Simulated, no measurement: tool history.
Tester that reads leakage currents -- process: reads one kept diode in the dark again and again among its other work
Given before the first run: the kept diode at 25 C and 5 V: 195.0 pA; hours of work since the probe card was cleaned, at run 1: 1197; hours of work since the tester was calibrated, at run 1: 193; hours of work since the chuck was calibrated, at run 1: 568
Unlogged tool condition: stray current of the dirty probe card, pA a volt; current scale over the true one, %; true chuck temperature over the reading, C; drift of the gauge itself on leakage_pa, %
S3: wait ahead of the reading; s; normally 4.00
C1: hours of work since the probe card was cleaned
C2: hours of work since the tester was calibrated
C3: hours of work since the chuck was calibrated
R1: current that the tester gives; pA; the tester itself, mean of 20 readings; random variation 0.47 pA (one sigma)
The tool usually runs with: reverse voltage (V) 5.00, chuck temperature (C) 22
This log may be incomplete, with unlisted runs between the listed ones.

Run 1, hour 0.0: usual settings; C1 1197; C2 193; C3 568. Result: R1 174.42 pA.
Run 2, hour 19.7: usual settings but chuck temperature (C) 47; C1 1207; C2 203; C3 578. Result: R1 964.74 pA.
Run 3, hour 41.1: usual settings but chuck temperature (C) 47; C1 1218; C2 214; C3 589. Result: R1 957.98 pA.
Run 4, hour 61.6: usual settings but chuck temperature (C) 47; C1 1228; C2 224; C3 599. Result: R1 965.96 pA.
Run 5, hour 74.7: usual settings but chuck temperature (C) 47; C1 1235; C2 231; C3 606. Result: R1 964.69 pA.
Run 6, hour 96.4: usual settings; C1 1246; C2 242; C3 617. Result: R1 176.52 pA.
Run 7, hour 116.4: usual settings but reverse voltage (V) 6.82; C1 1256; C2 252; C3 627. Result: R1 197.91 pA.
At hour 121.1: chuck's temperature calibrated.
Run 8, hour 146.3: usual settings but chuck temperature (C) 38, S3 0.37 s; C1 1270; C2 266; C3 13. Result: R1 553.86 pA.
Run 9, hour 175.8: usual settings but chuck temperature (C) 38, S3 0.37 s; C1 1285; C2 281; C3 28. Result: R1 558.10 pA.
Run 10, hour 205.5: usual settings but chuck temperature (C) 38, S3 0.37 s; C1 1300; C2 296; C3 43. Result: R1 557.46 pA.
Run 11, hour 222.9: usual settings but chuck temperature (C) 38, S3 0.37 s; C1 1309; C2 304; C3 51. Result: R1 558.98 pA.
At hour 242.0: chuck's temperature calibrated, once more.
Run 12, hour 243.7: usual settings but reverse voltage (V) 19.89; C1 1318; C2 314; C3 1. Result: R1 278.08 pA.
Run 13, hour 273.9: usual settings but reverse voltage (V) 19.89; C1 1333; C2 329; C3 16. Result: R1 280.28 pA.

Below are 4 alternative next runs, each starting from the tool's condition after run 13. Predict each:
Run A, hour 292.3: usual settings but reverse voltage (V) 19.89, chuck temperature (C) 25; C1 1343; C2 339; C3 25. Result: R1 ?.
Run B, hour 292.3: usual settings but reverse voltage (V) 13.40, chuck temperature (C) 41; C1 1343; C2 339; C3 25. Result: R1 ?.
Run C, hour 292.3: usual settings but chuck temperature (C) 53; C1 1343; C2 339; C3 25. Result: R1 ?.
Run D, hour 292.3: usual settings but reverse voltage (V) 19.89, chuck temperature (C) 45, S3 1.15 s; C1 1343; C2 339; C3 25. Result: R1 ?.

run       R1
  A   346.28
  B   870.92
  C  1300.77
  D  1321.06
Stripped of hidden state, with their random variation kept, the same runs would have yielded:
run       R1
  A   324.76
  B   857.62
  C  1297.50
  D  1301.23

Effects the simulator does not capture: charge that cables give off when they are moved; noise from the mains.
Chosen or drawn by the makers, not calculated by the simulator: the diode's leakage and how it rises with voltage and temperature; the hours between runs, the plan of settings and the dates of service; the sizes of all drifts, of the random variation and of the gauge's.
